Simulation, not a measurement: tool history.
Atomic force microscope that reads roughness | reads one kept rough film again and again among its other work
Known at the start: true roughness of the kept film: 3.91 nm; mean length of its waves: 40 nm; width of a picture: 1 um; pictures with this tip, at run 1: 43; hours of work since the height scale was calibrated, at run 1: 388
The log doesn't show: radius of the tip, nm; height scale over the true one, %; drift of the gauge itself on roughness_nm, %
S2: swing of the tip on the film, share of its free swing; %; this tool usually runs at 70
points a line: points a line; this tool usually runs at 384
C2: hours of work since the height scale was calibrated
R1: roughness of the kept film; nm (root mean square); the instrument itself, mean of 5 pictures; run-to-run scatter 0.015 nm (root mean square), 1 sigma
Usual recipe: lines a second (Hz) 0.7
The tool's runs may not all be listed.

run 1 hour=0 | lines_a_second_(Hz)=0.7 S2=70 points_a_line=384 | pictures_with_this_tip=43 C2=388 | R1=3.596
run 2 hour=17.8 | lines_a_second_(Hz)=3.35 S2=70 points_a_line=384 | pictures_with_this_tip=59 C2=397 | R1=3.401
run 3 hour=33 | lines_a_second_(Hz)=3.35 S2=70 points_a_line=384 | pictures_with_this_tip=72 C2=405 | R1=3.405
run 4 hour=49.3 | lines_a_second_(Hz)=3.35 S2=70 points_a_line=384 | pictures_with_this_tip=87 C2=413 | R1=3.41
run 5 hour=62.1 | lines_a_second_(Hz)=3.35 S2=70 points_a_line=384 | pictures_with_this_tip=98 C2=419 | R1=3.391
run 6 hour=77.9 | lines_a_second_(Hz)=0.7 S2=74 points_a_line=384 | pictures_with_this_tip=112 C2=427 | R1=3.562
-- hour=87.8 new tip fitted
run 7 hour=92.1 | lines_a_second_(Hz)=0.7 S2=74 points_a_line=384 | pictures_with_this_tip=4 C2=434 | R1=3.575
run 8 hour=108.9 | lines_a_second_(Hz)=0.7 S2=74 points_a_line=384 | pictures_with_this_tip=19 C2=442 | R1=3.557
run 9 hour=118.4 | lines_a_second_(Hz)=0.7 S2=74 points_a_line=463 | pictures_with_this_tip=27 C2=447 | R1=3.606
run 10 hour=128 | lines_a_second_(Hz)=0.562 S2=70 points_a_line=384 | pictures_with_this_tip=36 C2=452 | R1=3.609
run 11 hour=146.7 | lines_a_second_(Hz)=0.7 S2=67 points_a_line=384 | pictures_with_this_tip=52 C2=461 | R1=3.594
run 12 hour=162.9 | lines_a_second_(Hz)=0.7 S2=67 points_a_line=384 | pictures_with_this_tip=67 C2=470 | R1=3.589
run 13 hour=182.5 | lines_a_second_(Hz)=0.7 S2=67 points_a_line=384 | pictures_with_this_tip=84 C2=480 | R1=3.612
run 14 hour=193.8 | lines_a_second_(Hz)=0.7 S2=67 points_a_line=384 | pictures_with_this_tip=94 C2=485 | R1=3.64
run 15 hour=208.7 | lines_a_second_(Hz)=0.7 S2=67 points_a_line=384 | pictures_with_this_tip=108 C2=493 | R1=3.589
run 16 hour=218 | lines_a_second_(Hz)=0.7 S2=67 points_a_line=384 | pictures_with_this_tip=116 C2=497 | R1=3.578
-- hour=224.2 new tip fitted
run 17 hour=232.2 | lines_a_second_(Hz)=0.7 S2=67 points_a_line=384 | pictures_with_this_tip=7 C2=504 | R1=3.591
run 18 hour=249.5 | lines_a_second_(Hz)=0.7 S2=67 points_a_line=384 | pictures_with_this_tip=22 C2=513 | R1=3.622
run 19 hour=259.6 | lines_a_second_(Hz)=0.7 S2=67 points_a_line=534 | pictures_with_this_tip=31 C2=518 | R1=3.617
run 20 hour=276.2 | lines_a_second_(Hz)=0.7 S2=70 points_a_line=804 | pictures_with_this_tip=46 C2=526 | R1=3.642
run 21 hour=287.3 | lines_a_second_(Hz)=0.7 S2=70 points_a_line=804 | pictures_with_this_tip=56 C2=532 | R1=3.596
run 22 hour=307.5 | lines_a_second_(Hz)=0.7 S2=70 points_a_line=384 | pictures_with_this_tip=74 C2=542 | R1=3.58
run 23 hour=319.4 | lines_a_second_(Hz)=0.7 S2=70 points_a_line=384 | pictures_with_this_tip=84 C2=548 | R1=3.603

What will run 24 give?
run 24 hour=332.2 | lines_a_second_(Hz)=0.7 S2=66 points_a_line=268 | pictures_with_this_tip=96 C2=555 | R1=?

{"run 24": {"R1": 3.58}}
The same run, on a tool lacking any hidden state, would have yielded R1 3.584 nm (root mean square).
